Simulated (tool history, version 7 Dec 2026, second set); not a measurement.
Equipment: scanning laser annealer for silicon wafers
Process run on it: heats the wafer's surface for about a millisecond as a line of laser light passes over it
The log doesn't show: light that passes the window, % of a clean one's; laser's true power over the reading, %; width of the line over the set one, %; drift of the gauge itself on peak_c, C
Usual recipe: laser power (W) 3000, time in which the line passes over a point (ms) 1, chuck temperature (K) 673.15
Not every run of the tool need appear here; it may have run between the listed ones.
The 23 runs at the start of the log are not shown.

run   hour  laser power (W)  time in which the line passes over a point (ms)  chuck temperature (K)  hours of work since the window was cleaned  hours of work since the power meter was calibrated  hours of work since the optics were aligned  highest temperature of the surface (K)
 24  295.9             3000                                                1                 673.15                                         529                                                 475                                           49                                 1432.15
 25  307.4             3000                                             0.83                 655.15                                         538                                                 484                                           57                                 1341.15
 26  317.1             3000                                             0.97                 673.15                                         546                                                 491                                           65                                 1418.15
 27  328.4             3048                                             0.81                 706.15                                         555                                                 500                                           74                                 1390.15
     331.8  -- window over the wafer cleaned
 28  340.7             2829                                             0.81                 651.15                                           7                                                 508                                           82                                 1293.15
 29  352.3             2829                                             0.81                 651.15                                          16                                                 517                                           91                                 1293.15
 30  368.8             2829                                             0.81                 651.15                                          29                                                 530                                          104                                 1295.15
 31  385.6             2595                                             0.88                 651.15                                          42                                                 543                                          117                                 1272.15
 32  393.7             2947                                             0.86                 689.15                                          48                                                 549                                          123                                 1380.15
 33  406.7             3247                                              0.9                 694.15                                          58                                                 560                                          133                                 1468.15
 34  414.3             3119                                             0.85                 694.15                                          64                                                 566                                          139                                 1415.15

The next listed run, before its measurement:
 35  422.2             3000                                             1.14                 671.15                                          71                                                 572                                          145                                       ?

highest temperature of the surface (K): 1483.15
With the hidden condition absent and the run-to-run variation left alone, this run would have shown highest temperature of the surface (K) 1484.15.

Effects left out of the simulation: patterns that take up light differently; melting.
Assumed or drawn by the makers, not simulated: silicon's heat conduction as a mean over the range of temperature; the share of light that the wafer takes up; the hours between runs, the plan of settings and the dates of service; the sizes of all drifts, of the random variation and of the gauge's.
